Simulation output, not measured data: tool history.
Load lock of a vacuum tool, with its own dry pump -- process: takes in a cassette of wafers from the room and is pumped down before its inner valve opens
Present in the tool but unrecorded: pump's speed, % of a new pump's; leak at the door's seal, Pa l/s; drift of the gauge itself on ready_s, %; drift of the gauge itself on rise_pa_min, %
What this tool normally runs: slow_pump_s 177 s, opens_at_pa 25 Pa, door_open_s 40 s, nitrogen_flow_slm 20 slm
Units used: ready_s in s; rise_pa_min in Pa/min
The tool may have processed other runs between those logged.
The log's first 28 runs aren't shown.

run    hour  slow_pump_s  opens_at_pa  door_open_s  nitrogen_flow_slm  hours that the pump has run since its overhaul  times that the door has closed on its seal  incoming humidity of the room's air, %  ready_s  rise_pa_min
 29  4847.8          168           25          227                 20                                            4684                                       18464                                    46.3    268.6        0.113
 30  4967.3          168           25          227                 20                                            4803                                       19045                                    45.9    269.2        0.110
 31  5067.6          120           25           82                 12                                            4904                                       19533                                    43.8    225.1        0.099
 32  5290.7          108           25           82                 12                                            5127                                       20618                                    39.3    215.6        0.094
 33  5443.6          167           25           79                 10                                            5280                                       21361                                    44.2    267.3        0.108
 34  5619.6          167           25           79                 10                                            5456                                       22217                                    45.1    267.9        0.110
 35  5772.3          165           25           40                 18                                            5609                                       22960                                    44.5    267.3        0.088
 36  5933.2          177           32           40                 33                                            5769                                       23742                                    46.9    273.9        0.092

Alternative continuations, all from the tool just after run 36; predict every row:
  A  6149.7          177           25          221                 20                                            5986                                       24794                                    44.5        ?            ?
  B  6149.7          177           32           40                 10                                            5986                                       24794                                    43.4        ?            ?
  C  6149.7          177           24          134                  9                                            5986                                       24794                                    47.4        ?            ?
  D  6149.7          177           25          126                 20                                            5986                                       24794                                    48.3        ?            ?

run  ready_s  rise_pa_min
  A    279.4        0.136
  B    275.3        0.106
  C    278.3        0.138
  D    277.5        0.123
Had the tool no hidden state, the same runs would have come out as:
run  ready_s  rise_pa_min
  A    269.8        0.051
  B    265.8        0.023
  C    268.8        0.054
  D    268.0        0.039
